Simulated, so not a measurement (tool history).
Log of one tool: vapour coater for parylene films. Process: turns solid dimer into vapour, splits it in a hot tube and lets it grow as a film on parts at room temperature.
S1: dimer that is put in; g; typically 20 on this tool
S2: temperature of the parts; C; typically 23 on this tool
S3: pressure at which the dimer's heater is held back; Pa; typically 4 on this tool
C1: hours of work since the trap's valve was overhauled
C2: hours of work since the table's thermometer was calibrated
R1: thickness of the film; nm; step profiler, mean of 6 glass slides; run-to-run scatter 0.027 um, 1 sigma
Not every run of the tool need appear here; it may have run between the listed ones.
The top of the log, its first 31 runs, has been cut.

run,day,S1,S2,S3,C1,C2,R1
32,30.204,24,16,2.17,22,791,7440
33,30.792,8,16,4.52,28,797,2290
34,32,8,16,4.52,40,809,2300
35,32.838,33,16,4.52,49,818,9430
36,33.462,33,16,4.52,55,824,9490
37,34.542,8,16,2.89,66,835,2430
38,35.579,11,16,3.61,76,845,3240
39,36.696,17,16,3.61,87,856,4970
40,37.517,17,16,3.61,95,864,4970
41,38.321,17,16,3.61,104,873,4970
42,39.3,11,26,2.74,113,882,2850
43,40.058,33,17,4,121,890,9400
44,40.821,20,26,8.9,129,898,4460
45,42.029,20,34,7.74,141,910,3960
46,42.979,20,23,8.07,150,919,4780
47,43.712,20,23,8.09,158,927,4770

Below are 4 alternative next runs, each starting from the tool's condition after run 47. Predict each:
A,44.467,20,23,9.89,165,934,?
B,44.467,20,23,7.02,165,934,?
C,44.467,20,34,4,165,934,?
D,44.467,35,18,4.76,165,934,?

run,R1
A,4670
B,4880
C,4330
D,9630
Without the tool's unlogged condition, the same runs would have read:
run,R1
A,4680
B,4890
C,4340
D,9650
